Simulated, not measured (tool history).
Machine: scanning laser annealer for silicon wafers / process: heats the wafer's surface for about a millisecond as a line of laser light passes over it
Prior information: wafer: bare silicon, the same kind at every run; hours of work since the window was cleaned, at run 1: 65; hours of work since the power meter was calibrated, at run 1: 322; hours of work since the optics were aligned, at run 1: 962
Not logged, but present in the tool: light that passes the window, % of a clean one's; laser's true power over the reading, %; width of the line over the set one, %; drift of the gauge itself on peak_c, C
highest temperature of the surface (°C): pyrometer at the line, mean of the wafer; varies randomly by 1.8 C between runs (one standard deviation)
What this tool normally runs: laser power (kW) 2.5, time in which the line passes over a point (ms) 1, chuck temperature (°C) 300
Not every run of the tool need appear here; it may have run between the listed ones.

run,hour,laser power (kW),time in which the line passes over a point (ms),chuck temperature (°C),hours of work since the window was cleaned,hours of work since the power meter was calibrated,hours of work since the optics were aligned,highest temperature of the surface (°C)
1,0,2.5,1,300,65,322,962,1069
2,13.5,2.5,1,279,70,327,967,1047
3,27,2.5,1,279,75,332,973,1045
4,37.1,2.5,1,279,79,336,977,1048
5,54.4,2.5,1,279,86,343,984,1047
6,74.8,2.5,1,279,95,352,992,1045
7,93.9,2.5,1,261,102,359,1000,1026
8,103.3,2.5,1,261,106,363,1004,1023
9,120.3,2.5,1,339,113,370,1010,1103
10,132.5,2.5,1,339,118,375,1015,1106
11,149,2.5,1,339,125,382,1022,1100
12,170.2,2.5,1,300,133,390,1031,1062
13,184.4,2.5,1,300,139,396,1036,1059
# hour 189.3: laser's power meter calibrated
14,197.3,2.5,1,300,143,3,1040,1060
15,217.2,2.5,1,300,151,11,1048,1060
16,233.1,2.5,1,300,157,18,1055,1063
17,243.6,2.5,1,300,162,22,1059,1058
18,259.4,2.5,1,300,168,28,1065,1058
# hour 268.7: laser's power meter calibrated, once more
19,272.6,2.712,1,332,172,2,1069,1145
20,292.7,2.196,1,324,180,10,1078,989
21,313.6,2.517,0.92,300,189,18,1086,1018
22,330.4,2.517,0.92,300,195,25,1093,1019
23,347.6,2.517,0.92,270,202,32,1100,989
24,356.7,2.323,0.81,286,206,35,1103,904
25,368.3,2.356,0.94,305,211,40,1108,987
26,377.2,2.356,0.92,284,214,44,1112,955
27,393.2,2.161,1.16,300,221,50,1118,1009
28,402,2.161,1.16,300,224,54,1122,1009
29,417.3,2.5,0.71,300,230,60,1128,906
30,426.2,2.137,0.76,309,234,63,1131,856
31,441.4,2.137,0.76,309,240,70,1137,855

Each row is a separate what-if for the run after 31, all from the same tool condition, not one after another. Results?
A,451.5,2.199,0.76,309,244,74,1142,?
B,451.5,2.137,0.76,260,244,74,1142,?
C,451.5,2.62,1,307,244,74,1142,?
D,451.5,2.223,0.74,274,244,74,1142,?
E,451.5,2.176,0.81,318,244,74,1142,?

run,highest temperature of the surface (°C)
A,867
B,804
C,1085
D,830
E,893
Stripped of hidden state, with their random variation kept, the same runs would have yielded:
run,highest temperature of the surface (°C)
A,895
B,832
C,1125
D,858
E,922

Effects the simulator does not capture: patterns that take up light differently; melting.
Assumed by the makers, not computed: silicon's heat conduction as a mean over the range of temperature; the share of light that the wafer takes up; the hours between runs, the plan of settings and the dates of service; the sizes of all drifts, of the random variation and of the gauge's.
